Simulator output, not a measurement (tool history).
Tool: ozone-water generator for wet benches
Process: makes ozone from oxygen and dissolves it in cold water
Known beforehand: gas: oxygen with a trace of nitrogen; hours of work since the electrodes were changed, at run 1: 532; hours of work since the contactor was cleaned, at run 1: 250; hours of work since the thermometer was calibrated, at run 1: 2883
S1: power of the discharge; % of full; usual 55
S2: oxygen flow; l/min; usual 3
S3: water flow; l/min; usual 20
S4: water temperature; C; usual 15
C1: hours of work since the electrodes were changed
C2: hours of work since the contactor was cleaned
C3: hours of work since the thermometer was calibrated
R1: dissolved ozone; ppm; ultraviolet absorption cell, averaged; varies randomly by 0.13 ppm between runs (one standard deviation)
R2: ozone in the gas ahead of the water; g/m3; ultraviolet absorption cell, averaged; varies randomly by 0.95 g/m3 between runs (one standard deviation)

Run 1, hour 0: usual settings; C1 532; C2 250; C3 2883. Result: R1 14 ppm, R2 162.9 g/m3.
Run 2, hour 57.7: usual settings; C1 579; C2 297; C3 2930. Result: R1 13.9 ppm, R2 163.4 g/m3.
Run 3, hour 120.2: usual settings but S1 69 % of full; C1 630; C2 348; C3 2981. Result: R1 16 ppm, R2 184.8 g/m3.
Run 4, hour 176.6: usual settings but S1 69 % of full, S3 13 l/min; C1 677; C2 395; C3 3027. Result: R1 22.1 ppm, R2 185.4 g/m3.
Run 5, hour 223.3: usual settings but S1 69 % of full, S3 13 l/min, S4 8 C; C1 715; C2 433; C3 3065. Result: R1 24 ppm, R2 184.3 g/m3.
Run 6, hour 297.2: usual settings but S1 69 % of full, S3 13 l/min, S4 8 C; C1 775; C2 493; C3 3126. Result: R1 24.3 ppm, R2 185 g/m3.
Run 7, hour 340.1: usual settings but S1 69 % of full, S3 13 l/min, S4 8 C; C1 810; C2 528; C3 3161. Result: R1 24 ppm, R2 184.4 g/m3.
Run 8, hour 389.6: usual settings but S3 13 l/min; C1 851; C2 569; C3 3202. Result: R1 19.8 ppm, R2 161.2 g/m3.
Run 9, hour 480: usual settings but S3 13 l/min; C1 925; C2 643; C3 3276. Result: R1 19.5 ppm, R2 161.2 g/m3.
Run 10, hour 550.4: usual settings but S3 17 l/min; C1 983; C2 701; C3 3333. Result: R1 16.1 ppm, R2 163.6 g/m3.
Run 11, hour 593.7: usual settings but S3 17 l/min; C1 1018; C2 736; C3 3369. Result: R1 15.4 ppm, R2 162.7 g/m3.
Run 12, hour 694.2: usual settings but S3 17 l/min; C1 1100; C2 818; C3 3451. Result: R1 16 ppm, R2 162.1 g/m3.
Run 13, hour 755.1: usual settings but S3 17 l/min; C1 1150; C2 868; C3 3501. Result: R1 16.2 ppm, R2 163.3 g/m3.
Run 14, hour 820.8: usual settings but S3 17 l/min; C1 1204; C2 922; C3 3555. Result: R1 15.8 ppm, R2 163 g/m3.
Run 15, hour 881.1: usual settings but S3 17 l/min; C1 1253; C2 971; C3 3604. Result: R1 15.9 ppm, R2 162.7 g/m3.
At hour 942.7: water thermometer calibrated.
Run 16, hour 953.1: usual settings; C1 1312; C2 1030; C3 9. Result: R1 14.1 ppm, R2 162.1 g/m3.
Run 17, hour 1006.1: usual settings but S4 21 C; C1 1355; C2 1073; C3 52. Result: R1 13.1 ppm, R2 161.4 g/m3.
Run 18, hour 1096.7: usual settings but S1 41 % of full, S2 4.65 l/min, S3 14 l/min, S4 21 C; C1 1429; C2 1148; C3 126. Result: R1 14.6 ppm, R2 110.5 g/m3.
Run 19, hour 1161.7: usual settings but S1 93 % of full, S2 4.96 l/min, S3 25 l/min, S4 11 C; C1 1483; C2 1201; C3 179. Result: R1 18.4 ppm, R2 172.4 g/m3.
Run 20, hour 1222.6: usual settings but S1 54 % of full, S2 4.96 l/min, S3 25 l/min, S4 10 C; C1 1533; C2 1251; C3 229. Result: R1 13.5 ppm, R2 125.3 g/m3.
Run 21, hour 1317.4: usual settings but S3 17 l/min, S4 11 C; C1 1610; C2 1328; C3 307. Result: R1 16.6 ppm, R2 161.4 g/m3.
Run 22, hour 1396.3: usual settings but S4 12 C; C1 1675; C2 1393; C3 371. Result: R1 14.5 ppm, R2 162.1 g/m3.
Run 23, hour 1467.5: usual settings but S2 4.6 l/min, S3 13 l/min, S4 12 C; C1 1733; C2 1451; C3 430. Result: R1 20.6 ppm, R2 132.8 g/m3.
Run 24, hour 1540.3: usual settings but S2 3.39 l/min, S3 13 l/min, S4 12 C; C1 1793; C2 1511; C3 489. Result: R1 20.5 ppm, R2 152.4 g/m3.
Run 25, hour 1611: usual settings but S1 82 % of full, S2 3.39 l/min, S3 14 l/min, S4 12 C; C1 1850; C2 1569; C3 547. Result: R1 24.4 ppm, R2 192.9 g/m3.
Run 26, hour 1692.5: usual settings but S1 82 % of full, S2 3.39 l/min, S3 14 l/min, S4 12 C; C1 1917; C2 1635; C3 614. Result: R1 24.3 ppm, R2 191.6 g/m3.
Run 27, hour 1777: usual settings but S1 82 % of full, S2 3.39 l/min, S3 14 l/min, S4 12 C; C1 1986; C2 1704; C3 683. Result: R1 24.5 ppm, R2 189.7 g/m3.
Run 28, hour 1825.1: usual settings but S1 78 % of full, S2 4.09 l/min, S3 12 l/min, S4 8 C; C1 2026; C2 1744; C3 722. Result: R1 28.4 ppm, R2 169.9 g/m3.
Run 29, hour 1917.1: usual settings but S1 92 % of full, S2 4.09 l/min, S3 12 l/min, S4 21 C; C1 2101; C2 1819; C3 798. Result: R1 25.5 ppm, R2 184.6 g/m3.
Run 30, hour 1986.8: usual settings but S1 92 % of full, S2 4.09 l/min, S3 12 l/min, S4 21 C; C1 2158; C2 1876; C3 855. Result: R1 25.8 ppm, R2 185.8 g/m3.
Run 31, hour 2059.1: usual settings but S1 80 % of full, S4 16 C; C1 2217; C2 1935; C3 914. Result: R1 17.2 ppm, R2 201.5 g/m3.
Run 32, hour 2157.7: usual settings but S1 80 % of full, S4 16 C; C1 2298; C2 2016; C3 995. Result: R1 17.4 ppm, R2 200.2 g/m3.
At hour 2186: contactor cleaned.
Run 33, hour 2227.2: usual settings but S1 94 % of full, S3 21 l/min, S4 16 C; C1 2352; C2 34; C3 1048. Result: R1 18.1 ppm, R2 219.7 g/m3.

Forecast each of these 4 alternatives for the next run:
Run A, hour 2314.3: usual settings but S1 60 % of full; C1 2423; C2 105; C3 1120. Result: R1 ?, R2 ?.
Run B, hour 2314.3: usual settings but S1 45 % of full, S2 4.41 l/min, S3 22 l/min, S4 16 C; C1 2423; C2 105; C3 1120. Result: R1 ?, R2 ?.
Run C, hour 2314.3: usual settings but S1 63 % of full, S2 3.59 l/min; C1 2423; C2 105; C3 1120. Result: R1 ?, R2 ?.
Run D, hour 2314.3: usual settings but S1 94 % of full, S2 1.88 l/min, S3 21 l/min, S4 16 C; C1 2423; C2 105; C3 1120. Result: R1 ?, R2 ?.

run    R1     R2
  A  14.7  171.9
  B  12.3  119.1
  C  15.7  159.7
  D    16  278.1
With the hidden condition removed and each run's random variation left untouched, the same runs would have given:
run    R1     R2
  A  14.7  172.2
  B  12.3  119.3
  C  15.7  159.9
  D    16  278.6

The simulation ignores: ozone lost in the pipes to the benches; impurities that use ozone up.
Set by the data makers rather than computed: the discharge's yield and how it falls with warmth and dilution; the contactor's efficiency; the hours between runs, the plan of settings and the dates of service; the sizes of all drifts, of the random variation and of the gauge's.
